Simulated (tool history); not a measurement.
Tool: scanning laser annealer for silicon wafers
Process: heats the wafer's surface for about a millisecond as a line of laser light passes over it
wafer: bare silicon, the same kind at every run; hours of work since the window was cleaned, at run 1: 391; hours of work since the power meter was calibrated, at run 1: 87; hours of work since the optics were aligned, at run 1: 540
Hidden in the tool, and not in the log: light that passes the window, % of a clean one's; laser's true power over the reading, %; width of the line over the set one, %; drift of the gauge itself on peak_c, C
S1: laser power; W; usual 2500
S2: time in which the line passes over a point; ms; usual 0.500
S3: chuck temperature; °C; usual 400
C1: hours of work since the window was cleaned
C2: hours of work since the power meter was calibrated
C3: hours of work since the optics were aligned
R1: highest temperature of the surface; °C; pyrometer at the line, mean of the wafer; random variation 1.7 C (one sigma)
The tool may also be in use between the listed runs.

Run 1, hour 0.0: usual settings; C1 391; C2 87; C3 540. Result: R1 1157 °C.
Run 2, hour 11.1: usual settings; C1 400; C2 96; C3 549. Result: R1 1154 °C.
Run 3, hour 24.1: usual settings but S1 2376 W; C1 410; C2 106; C3 559. Result: R1 1112 °C.
Run 4, hour 39.5: usual settings but S1 2376 W; C1 422; C2 117; C3 571. Result: R1 1116 °C.
Run 5, hour 53.2: usual settings but S1 2376 W; C1 432; C2 128; C3 581. Result: R1 1117 °C.
Run 6, hour 60.5: usual settings but S1 2376 W; C1 438; C2 134; C3 587. Result: R1 1110 °C.
Run 7, hour 69.6: usual settings but S1 2376 W; C1 445; C2 140; C3 594. Result: R1 1113 °C.
Run 8, hour 85.2: usual settings but S1 2376 W; C1 457; C2 152; C3 606. Result: R1 1117 °C.
Run 9, hour 98.3: usual settings but S1 2407 W; C1 467; C2 163; C3 616. Result: R1 1127 °C.
Run 10, hour 108.6: usual settings but S3 377 °C; C1 475; C2 171; C3 624. Result: R1 1134 °C.
Run 11, hour 124.3: usual settings but S3 403 °C; C1 487; C2 183; C3 636. Result: R1 1156 °C.
Run 12, hour 131.4: usual settings but S3 403 °C; C1 492; C2 188; C3 641. Result: R1 1155 °C.
Run 13, hour 140.8: usual settings but S3 403 °C; C1 500; C2 195; C3 649. Result: R1 1159 °C.
Run 14, hour 152.2: usual settings but S1 2379 W; C1 508; C2 204; C3 657. Result: R1 1112 °C.
Run 15, hour 161.4: usual settings but S1 2379 W; C1 515; C2 211; C3 664. Result: R1 1116 °C.
Run 16, hour 175.8: usual settings but S3 415 °C; C1 526; C2 222; C3 676. Result: R1 1172 °C.
Run 17, hour 186.0: usual settings; C1 534; C2 230; C3 683. Result: R1 1152 °C.
Run 18, hour 197.6: usual settings; C1 543; C2 239; C3 692. Result: R1 1151 °C.
Run 19, hour 206.3: usual settings but S2 0.496 ms; C1 550; C2 246; C3 699. Result: R1 1153 °C.
At hour 222.6: optics aligned, line set to its width.
Run 20, hour 224.3: usual settings but S2 0.496 ms; C1 560; C2 256; C3 1. Result: R1 1154 °C.
Run 21, hour 240.0: usual settings but S2 0.496 ms; C1 572; C2 268; C3 13. Result: R1 1152 °C.
Run 22, hour 250.4: usual settings but S2 0.496 ms; C1 580; C2 276; C3 21. Result: R1 1151 °C.
Run 23, hour 258.8: usual settings but S2 0.496 ms; C1 586; C2 282; C3 28. Result: R1 1152 °C.
Run 24, hour 273.2: usual settings but S2 0.496 ms; C1 597; C2 293; C3 39. Result: R1 1153 °C.
Run 25, hour 282.1: usual settings but S2 0.587 ms, S3 379 °C; C1 604; C2 300; C3 46. Result: R1 1204 °C.
Run 26, hour 295.8: usual settings but S1 2507 W, S2 0.463 ms, S3 426 °C; C1 615; C2 311; C3 56. Result: R1 1150 °C.
At hour 304.9: window over the wafer cleaned.
Run 27, hour 309.7: usual settings but S1 2710 W, S2 0.525 ms, S3 380 °C; C1 4; C2 320; C3 65. Result: R1 1230 °C.
Run 28, hour 320.7: usual settings but S1 2487 W, S2 0.410 ms, S3 384 °C; C1 12; C2 328; C3 74. Result: R1 1054 °C.
Run 29, hour 333.3: usual settings but S1 2264 W, S2 0.412 ms; C1 22; C2 338; C3 84. Result: R1 1009 °C.
Run 30, hour 349.1: usual settings but S1 2264 W, S2 0.412 ms; C1 34; C2 350; C3 96. Result: R1 1011 °C.
Run 31, hour 359.0: usual settings but S1 2213 W, S2 0.513 ms, S3 402 °C; C1 42; C2 358; C3 103. Result: R1 1072 °C.
Run 32, hour 369.0: usual settings but S1 2213 W, S2 0.513 ms, S3 402 °C; C1 49; C2 365; C3 111. Result: R1 1071 °C.
Run 33, hour 380.1: usual settings but S1 2573 W, S2 0.367 ms, S3 371 °C; C1 58; C2 374; C3 120. Result: R1 1026 °C.
Run 34, hour 395.3: usual settings but S1 2275 W, S2 0.537 ms, S3 387 °C; C1 70; C2 386; C3 131. Result: R1 1095 °C.
Run 35, hour 407.9: usual settings but S1 2218 W, S2 0.540 ms, S3 376 °C; C1 79; C2 395; C3 141. Result: R1 1067 °C.
Run 36, hour 417.5: usual settings but S1 2218 W, S2 0.540 ms, S3 376 °C; C1 87; C2 403; C3 148. Result: R1 1068 °C.
Run 37, hour 427.1: usual settings but S1 2596 W, S2 0.555 ms, S3 380 °C; C1 94; C2 410; C3 156. Result: R1 1216 °C.
Run 38, hour 436.9: usual settings but S1 2596 W, S2 0.555 ms, S3 380 °C; C1 102; C2 418; C3 163. Result: R1 1210 °C.
Run 39, hour 452.0: usual settings but S1 2666 W, S2 0.450 ms, S3 366 °C; C1 113; C2 429; C3 175. Result: R1 1129 °C.
Run 40, hour 464.6: usual settings but S1 2666 W, S2 0.450 ms, S3 366 °C; C1 123; C2 439; C3 185. Result: R1 1132 °C.

How the hidden state differs across the entries between the runs, from the last listed run before each to the first after it:
Between runs 19 and 20: optics aligned, line set to its width (hour 222.6)
  width of the line over the set one, %: 0.14 -> 0
Between runs 26 and 27: window over the wafer cleaned (hour 304.9)
  light that passes the window, % of a clean one's: 99.89 -> 99.99; width of the line over the set one, %: 0.01 -> 0.02

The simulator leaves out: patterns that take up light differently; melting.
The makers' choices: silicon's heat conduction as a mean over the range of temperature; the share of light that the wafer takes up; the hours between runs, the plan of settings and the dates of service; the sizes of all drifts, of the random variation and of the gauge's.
